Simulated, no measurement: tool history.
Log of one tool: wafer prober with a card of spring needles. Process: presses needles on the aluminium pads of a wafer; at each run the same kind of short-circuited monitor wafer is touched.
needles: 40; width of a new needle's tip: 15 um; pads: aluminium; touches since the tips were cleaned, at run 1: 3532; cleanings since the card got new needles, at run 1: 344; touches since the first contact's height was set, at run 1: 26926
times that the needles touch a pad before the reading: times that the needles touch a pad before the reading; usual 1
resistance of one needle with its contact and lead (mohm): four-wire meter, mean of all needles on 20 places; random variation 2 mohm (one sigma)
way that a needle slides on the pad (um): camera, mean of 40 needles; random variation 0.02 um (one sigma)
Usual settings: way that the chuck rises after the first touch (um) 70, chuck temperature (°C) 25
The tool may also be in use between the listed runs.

| run | hour | way that the chuck rises after the first touch (um) | chuck temperature (°C) | times that the needles touch a pad before the reading | touches since the tips were cleaned | cleanings since the card got new needles | touches since the first contact's height was set | resistance of one needle with its contact and lead (mohm) | way that a needle slides on the pad (um) |
|---|---|---|---|---|---|---|---|---|---|
| 1 | 0 | 70 | 25 | 1 | 3532 | 344 | 26926 | 218 | 13.69 |
|  | 1.8 | tips cleaned on abrasive film |
|  | 10.1 | tips cleaned on abrasive film |
|  | 16.9 | tips cleaned on abrasive film |
|  | 25.2 | tips cleaned on abrasive film |
|  | 32 | tips cleaned on abrasive film |
|  | 40.3 | tips cleaned on abrasive film |
| 2 | 46.5 | 77 | 25 | 1 | 4357 | 350 | 59361 | 210 | 15.01 |
|  | 48.3 | tips cleaned on abrasive film |
|  | 56.6 | tips cleaned on abrasive film |
|  | 63.4 | tips cleaned on abrasive film |
|  | 71.7 | tips cleaned on abrasive film |
|  | 80.1 | tips cleaned on abrasive film |
|  | 87 | height of the first contact set anew |
|  | 88.8 | tips cleaned on abrasive film |
|  | 97.2 | tips cleaned on abrasive film |
|  | 103.9 | tips cleaned on abrasive film |
|  | 112.3 | tips cleaned on abrasive film |
|  | 120.6 | tips cleaned on abrasive film |
| 3 | 124 | 77 | 25 | 1 | 2341 | 360 | 25735 | 211 | 15.02 |
|  | 128.5 | tips cleaned on abrasive film |
|  | 136.9 | tips cleaned on abrasive film |
|  | 145.2 | tips cleaned on abrasive film |
|  | 153.6 | tips cleaned on abrasive film |
|  | 160.3 | tips cleaned on abrasive film |
|  | 168.7 | tips cleaned on abrasive film |
|  | 175.4 | tips cleaned on abrasive film |
|  | 183.8 | tips cleaned on abrasive film |
| 4 | 187.9 | 77 | 25 | 1 | 2870 | 368 | 70331 | 213 | 15 |
|  | 191.3 | tips cleaned on abrasive film |
|  | 199.7 | tips cleaned on abrasive film |
|  | 211.7 | card fitted with new needles |
|  | 218.4 | tips cleaned on abrasive film |
|  | 226.8 | tips cleaned on abrasive film |
|  | 233.5 | tips cleaned on abrasive film |
|  | 241.9 | tips cleaned on abrasive film |
| 5 | 245.8 | 90 | 25 | 1 | 2806 | 4 | 23860 | 209 | 17.56 |
|  | 249.2 | tips cleaned on abrasive film |
|  | 256 | tips cleaned on abrasive film |
|  | 262.7 | tips cleaned on abrasive film |
|  | 271.1 | tips cleaned on abrasive film |
|  | 277.8 | tips cleaned on abrasive film |
|  | 284.5 | tips cleaned on abrasive film |
|  | 292.9 | tips cleaned on abrasive film |
|  | 299.6 | tips cleaned on abrasive film |
|  | 306.3 | tips cleaned on abrasive film |
|  | 314.7 | tips cleaned on abrasive film |
|  | 321.4 | tips cleaned on abrasive film |
|  | 328.2 | tips cleaned on abrasive film |
|  | 336.5 | tips cleaned on abrasive film |
|  | 338.5 | height of the first contact set anew |
| 6 | 342.2 | 90 | 25 | 1 | 3776 | 17 | 2606 | 208 | 17.55 |
|  | 343.9 | tips cleaned on abrasive film |
|  | 352.3 | tips cleaned on abrasive film |
|  | 359 | tips cleaned on abrasive film |
|  | 365.8 | tips cleaned on abrasive film |
|  | 374.1 | tips cleaned on abrasive film |
|  | 380.9 | tips cleaned on abrasive film |
|  | 389.2 | tips cleaned on abrasive film |
|  | 397.6 | tips cleaned on abrasive film |
|  | 406 | tips cleaned on abrasive film |
| 7 | 409 | 90 | 25 | 1 | 2156 | 26 | 49213 | 210 | 17.55 |
|  | 414.1 | tips cleaned on abrasive film |
|  | 422.5 | tips cleaned on abrasive film |
|  | 430.9 | tips cleaned on abrasive film |
|  | 439.2 | tips cleaned on abrasive film |
|  | 446 | tips cleaned on abrasive film |
|  | 452.7 | tips cleaned on abrasive film |
| 8 | 457.6 | 70 | 25 | 1 | 3452 | 32 | 83076 | 216 | 13.62 |
|  | 461 | tips cleaned on abrasive film |
|  | 464.6 | height of the first contact set anew |
|  | 468 | tips cleaned on abrasive film |
|  | 474.7 | tips cleaned on abrasive film |
|  | 481.4 | tips cleaned on abrasive film |
|  | 488.2 | tips cleaned on abrasive film |
|  | 496.5 | tips cleaned on abrasive film |
|  | 504.9 | tips cleaned on abrasive film |
|  | 513.3 | tips cleaned on abrasive film |
|  | 521.7 | tips cleaned on abrasive film |
| 9 | 527.4 | 70 | 25 | 1 | 4043 | 41 | 43812 | 210 | 13.66 |
|  | 529.2 | tips cleaned on abrasive film |
|  | 535.9 | tips cleaned on abrasive film |
|  | 542.6 | tips cleaned on abrasive film |
|  | 551 | tips cleaned on abrasive film |
|  | 559.4 | tips cleaned on abrasive film |
|  | 566.1 | tips cleaned on abrasive film |
|  | 574.5 | tips cleaned on abrasive film |
|  | 582.8 | tips cleaned on abrasive film |
|  | 589.8 | height of the first contact set anew |
|  | 591.5 | tips cleaned on abrasive film |
|  | 598.2 | tips cleaned on abrasive film |
|  | 606.6 | tips cleaned on abrasive film |
|  | 615 | tips cleaned on abrasive film |
| 10 | 618.3 | 67 | 25 | 2 | 2347 | 53 | 19892 | 215 | 13.08 |
|  | 621.7 | tips cleaned on abrasive film |
|  | 630.1 | tips cleaned on abrasive film |
|  | 638.5 | tips cleaned on abrasive film |
|  | 646.9 | tips cleaned on abrasive film |
|  | 655.2 | tips cleaned on abrasive film |
|  | 663.6 | tips cleaned on abrasive film |
| 11 | 669.1 | 85 | 25 | 2 | 3874 | 59 | 55347 | 209 | 16.61 |
|  | 670.8 | tips cleaned on abrasive film |
|  | 677.6 | tips cleaned on abrasive film |
|  | 684.3 | tips cleaned on abrasive film |
|  | 691 | tips cleaned on abrasive film |
|  | 699.4 | tips cleaned on abrasive film |
|  | 706.1 | tips cleaned on abrasive film |
|  | 714.5 | tips cleaned on abrasive film |
|  | 716.4 | height of the first contact set anew |
| 12 | 720.5 | 78 | 25 | 2 | 4041 | 66 | 2872 | 210 | 15.17 |

Forecast run 13:
|  | 722.3 | tips cleaned on abrasive film |
|  | 729 | tips cleaned on abrasive film |
|  | 735.7 | tips cleaned on abrasive film |
|  | 744.1 | tips cleaned on abrasive film |
|  | 752.5 | tips cleaned on abrasive film |
|  | 760.3 | tips cleaned on abrasive film |
| 13 | 760.3 | 77 | 118 | 1 | 0 | 72 | 30563 | ? | ? |

{"run 13": {"resistance of one needle with its contact and lead (mohm)": 233, "way that a needle slides on the pad (um)": 15.04}}
Without the tool's hidden state the same run would have given resistance of one needle with its contact and lead (mohm) 233, way that a needle slides on the pad (um) 15.04.
